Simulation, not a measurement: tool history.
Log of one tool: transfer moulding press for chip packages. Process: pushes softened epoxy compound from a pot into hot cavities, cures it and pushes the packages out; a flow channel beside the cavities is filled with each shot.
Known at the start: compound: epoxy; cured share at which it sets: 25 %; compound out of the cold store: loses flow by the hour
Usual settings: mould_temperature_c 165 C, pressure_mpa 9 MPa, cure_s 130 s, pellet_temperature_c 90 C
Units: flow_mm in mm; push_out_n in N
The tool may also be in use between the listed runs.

run,hour,mould_temperature_c,pressure_mpa,cure_s,pellet_temperature_c,incoming compound's hours out of the cold store,flow_mm,push_out_n
1,0,165,9,130,90,25.7,875,549
2,20.8,165,9,130,90,44.9,783,588
# hour 29.8: plunger's sealing rings changed
3,36.7,165,9,130,90,24.6,919,657
4,46.5,165,9,130,90,9.8,991,707
5,61.3,171,9,130,90,40.2,825,575
6,74.3,171,9,130,90,12.4,956,598
7,91.6,165,9,130,90,10.2,978,757
# hour 103.9: cavities cleaned with cleaning compound and waxed
8,108.2,165,9,130,90,39.6,835,406
9,121.1,165,9,130,90,27.3,896,435
10,143,165,9,130,90,43.5,818,520
11,156.4,165,9,130,90,26.6,897,576
12,175.7,165,9,130,90,31.6,868,582
13,187.6,165,9,130,90,19.9,922,670
14,207.6,165,9,130,90,28.3,882,699
15,227.2,165,9,130,90,13.4,953,726
16,243.6,165,7.5,130,90,36.4,761,715

The next listed run, before its measurement:
# hour 257: cavities cleaned with cleaning compound and waxed
17,258.4,165,7.5,130,90,18.3,?,?

flow_mm: 843 mm
push_out_n: 375 N
Without the tool's hidden state the same run would have given flow_mm 864 mm, push_out_n 363 N.
